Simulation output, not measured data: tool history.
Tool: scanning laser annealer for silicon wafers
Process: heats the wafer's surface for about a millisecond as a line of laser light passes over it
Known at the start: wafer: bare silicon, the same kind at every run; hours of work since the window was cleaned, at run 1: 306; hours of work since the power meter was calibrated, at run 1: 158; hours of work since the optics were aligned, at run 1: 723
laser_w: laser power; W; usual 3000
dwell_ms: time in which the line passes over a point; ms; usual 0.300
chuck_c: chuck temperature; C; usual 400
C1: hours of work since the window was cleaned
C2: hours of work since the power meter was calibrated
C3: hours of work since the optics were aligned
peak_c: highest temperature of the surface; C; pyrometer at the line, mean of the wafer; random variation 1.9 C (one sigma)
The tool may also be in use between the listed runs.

run 1 hour=0.0 | laser_w=3000 dwell_ms=0.300 chuck_c=400 | C1=306 C2=158 C3=723 | peak_c=1080
run 2 hour=8.3 | laser_w=3000 dwell_ms=0.278 chuck_c=400 | C1=312 C2=164 C3=729 | peak_c=1059
-- hour=14.7 window over the wafer cleaned
run 3 hour=18.5 | laser_w=3000 dwell_ms=0.278 chuck_c=400 | C1=3 C2=171 C3=736 | peak_c=1073
run 4 hour=28.7 | laser_w=3000 dwell_ms=0.278 chuck_c=400 | C1=11 C2=179 C3=744 | peak_c=1069
run 5 hour=37.6 | laser_w=3000 dwell_ms=0.278 chuck_c=398 | C1=18 C2=186 C3=751 | peak_c=1068
run 6 hour=43.4 | laser_w=3000 dwell_ms=0.278 chuck_c=398 | C1=22 C2=190 C3=755 | peak_c=1064
-- hour=47.4 laser's power meter calibrated
run 7 hour=53.0 | laser_w=3000 dwell_ms=0.278 chuck_c=398 | C1=28 C2=4 C3=760 | peak_c=1069
run 8 hour=60.0 | laser_w=3280 dwell_ms=0.300 chuck_c=400 | C1=33 C2=10 C3=766 | peak_c=1148
run 9 hour=66.1 | laser_w=3280 dwell_ms=0.260 chuck_c=400 | C1=38 C2=15 C3=771 | peak_c=1102
run 10 hour=73.7 | laser_w=3280 dwell_ms=0.260 chuck_c=400 | C1=44 C2=21 C3=777 | peak_c=1104
run 11 hour=81.9 | laser_w=3280 dwell_ms=0.260 chuck_c=400 | C1=50 C2=27 C3=783 | peak_c=1100
run 12 hour=86.9 | laser_w=3280 dwell_ms=0.260 chuck_c=400 | C1=54 C2=31 C3=787 | peak_c=1101
run 13 hour=96.5 | laser_w=3219 dwell_ms=0.257 chuck_c=368 | C1=62 C2=38 C3=794 | peak_c=1054
run 14 hour=107.5 | laser_w=3219 dwell_ms=0.257 chuck_c=368 | C1=70 C2=47 C3=803 | peak_c=1053
-- hour=118.5 laser's power meter calibrated, once more
run 15 hour=120.3 | laser_w=2801 dwell_ms=0.228 chuck_c=431 | C1=78 C2=1 C3=811 | peak_c=1003
run 16 hour=127.9 | laser_w=2650 dwell_ms=0.228 chuck_c=373 | C1=84 C2=7 C3=817 | peak_c=919

Run 17 comes next. What will it give?
run 17 hour=135.2 | laser_w=2650 dwell_ms=0.228 chuck_c=373 | C1=90 C2=13 C3=822 | peak_c=?

{"run 17": {"peak_c": 918}}
Without the tool's hidden state the same run would have given peak_c 930 C.
